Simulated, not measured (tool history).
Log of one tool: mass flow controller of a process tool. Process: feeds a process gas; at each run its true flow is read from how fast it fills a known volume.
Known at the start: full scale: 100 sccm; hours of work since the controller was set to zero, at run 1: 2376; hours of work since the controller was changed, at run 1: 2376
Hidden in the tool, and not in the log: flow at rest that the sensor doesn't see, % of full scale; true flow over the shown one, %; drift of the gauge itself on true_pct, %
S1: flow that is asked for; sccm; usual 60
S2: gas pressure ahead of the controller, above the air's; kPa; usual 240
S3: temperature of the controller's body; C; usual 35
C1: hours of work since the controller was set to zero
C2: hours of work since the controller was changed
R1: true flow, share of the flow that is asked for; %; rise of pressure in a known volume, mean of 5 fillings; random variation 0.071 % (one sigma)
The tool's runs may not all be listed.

run 1 day=0.000 | S1=60 S2=240 S3=35 | C1=2376 C2=2376 | R1=100.09
run 2 day=2.079 | S1=60 S2=240 S3=35 | C1=2406 C2=2406 | R1=100.23
run 3 day=4.162 | S1=60 S2=240 S3=21 | C1=2436 C2=2436 | R1=99.91
run 4 day=7.071 | S1=60 S2=240 S3=35 | C1=2477 C2=2477 | R1=100.22
run 5 day=11.279 | S1=60 S2=240 S3=35 | C1=2537 C2=2537 | R1=100.51
run 6 day=14.271 | S1=60 S2=240 S3=38 | C1=2579 C2=2579 | R1=100.66
run 7 day=18.392 | S1=60 S2=260 S3=35 | C1=2638 C2=2638 | R1=100.81
run 8 day=20.988 | S1=71 S2=203 S3=32 | C1=2675 C2=2675 | R1=100.59
run 9 day=22.975 | S1=60 S2=240 S3=22 | C1=2703 C2=2703 | R1=100.47
run 10 day=25.862 | S1=60 S2=252 S3=35 | C1=2745 C2=2745 | R1=100.93
run 11 day=27.679 | S1=21 S2=145 S3=27 | C1=2770 C2=2770 | R1=99.64

Forecast each of these 3 alternatives for the next run:
run A day=31.442 | S1=12 S2=175 S3=29 | C1=2824 C2=2824 | R1=?
run B day=31.442 | S1=28 S2=222 S3=31 | C1=2824 C2=2824 | R1=?
run C day=31.442 | S1=21 S2=151 S3=27 | C1=2824 C2=2824 | R1=?

run=A R1=100.06
run=B R1=100.58
run=C R1=99.87
Without the tool's hidden state the same runs would have given:
run=A R1=99.21
run=B R1=99.73
run=C R1=99.02

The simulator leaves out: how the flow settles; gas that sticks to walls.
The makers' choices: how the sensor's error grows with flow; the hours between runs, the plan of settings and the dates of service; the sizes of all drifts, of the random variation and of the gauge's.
